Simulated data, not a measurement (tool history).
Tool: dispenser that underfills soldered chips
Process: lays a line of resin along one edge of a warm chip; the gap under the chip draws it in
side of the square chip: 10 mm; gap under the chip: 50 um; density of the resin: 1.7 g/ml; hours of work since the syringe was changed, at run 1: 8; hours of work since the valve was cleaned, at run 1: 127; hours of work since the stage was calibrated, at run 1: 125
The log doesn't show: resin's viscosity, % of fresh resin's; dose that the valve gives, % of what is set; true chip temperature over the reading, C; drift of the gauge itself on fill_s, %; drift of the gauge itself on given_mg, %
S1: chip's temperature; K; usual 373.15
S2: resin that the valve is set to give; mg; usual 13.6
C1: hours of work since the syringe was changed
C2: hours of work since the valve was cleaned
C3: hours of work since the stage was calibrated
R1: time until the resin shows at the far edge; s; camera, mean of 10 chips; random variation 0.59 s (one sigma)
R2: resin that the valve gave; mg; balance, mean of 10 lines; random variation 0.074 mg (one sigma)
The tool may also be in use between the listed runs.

run,hour,S1,S2,C1,C2,C3,R1,R2
1,0.0,373.15,13.6,8,127,125,76.0,12.60
# hour 2.1: new syringe of resin
2,4.6,373.15,13.6,2,131,129,58.6,12.59
# hour 6.1: dispensing valve cleaned and set on the balance
3,10.0,373.15,13.6,5,3,132,67.4,13.71
4,13.3,373.15,13.6,8,6,135,75.4,13.57
# hour 15.0: new syringe of resin
5,18.1,373.15,13.6,2,9,138,58.2,13.57
6,23.6,373.15,13.6,7,13,143,70.3,13.62
# hour 27.0: new syringe of resin
7,28.3,373.15,13.6,1,17,146,53.2,13.65
8,31.9,373.15,13.6,4,20,149,61.7,13.43
9,35.2,373.15,13.6,6,22,151,70.3,13.47
# hour 38.8: new syringe of resin
10,41.2,373.15,13.6,2,27,156,54.8,13.42
11,45.7,366.15,13.6,5,30,159,76.3,13.28
12,48.1,369.15,13.6,7,32,161,78.3,13.39
# hour 51.0: new syringe of resin
13,52.5,369.15,13.6,1,35,164,59.7,13.39
14,56.3,386.15,13.6,4,38,168,44.8,13.25
15,62.3,386.15,13.6,9,43,172,56.3,13.33
# hour 63.1: new syringe of resin
16,68.2,386.15,13.0,4,47,177,45.3,12.62
17,72.8,366.15,16.0,8,51,180,86.4,15.52
# hour 75.1: new syringe of resin
18,78.8,364.15,12.4,3,55,185,75.0,12.09
19,83.3,365.15,15.4,6,59,188,85.2,14.94
# hour 87.2: new syringe of resin
20,88.4,358.15,13.1,1,63,192,78.4,12.71
21,94.3,358.15,16.5,6,67,197,97.7,16.01
22,98.1,387.15,16.3,8,70,199,52.9,15.67
# hour 99.4: new syringe of resin
23,101.4,367.15,12.6,2,73,202,65.2,12.09
24,104.8,373.15,11.7,4,75,204,63.5,11.24
25,107.8,371.15,16.9,7,78,207,72.4,16.12
# hour 111.1: new syringe of resin
26,111.1,373.15,12.6,0,80,209,51.3,12.13
27,114.0,387.15,16.7,2,82,211,39.2,15.92
28,118.8,387.15,16.7,6,86,215,47.5,15.91
29,122.1,388.15,13.6,9,89,218,54.1,12.81

Hidden state or all else? Some run-to-run changes of R1, split into what the settings, what came in and random variation would give without the hidden state, and what is left for the hidden state (with any gauge scatter that isn't in both results):
Run 16 -> 17: S1 386.15 -> 366.15, S2 13.0 -> 16.0. R1 +41.1 s: hidden state +18.6, all else +22.5.
Run 20 -> 21: S2 13.1 -> 16.5. R1 +19.3 s: hidden state +19.5, all else -0.2.
Run 21 -> 22: S1 358.15 -> 387.15, S2 16.5 -> 16.3. R1 -44.8 s: hidden state -4.9, all else -39.9.
Run 25 -> 26: S1 371.15 -> 373.15, S2 16.9 -> 12.6, new syringe of resin. R1 -21.1 s: hidden state -19.9, all else -1.2.

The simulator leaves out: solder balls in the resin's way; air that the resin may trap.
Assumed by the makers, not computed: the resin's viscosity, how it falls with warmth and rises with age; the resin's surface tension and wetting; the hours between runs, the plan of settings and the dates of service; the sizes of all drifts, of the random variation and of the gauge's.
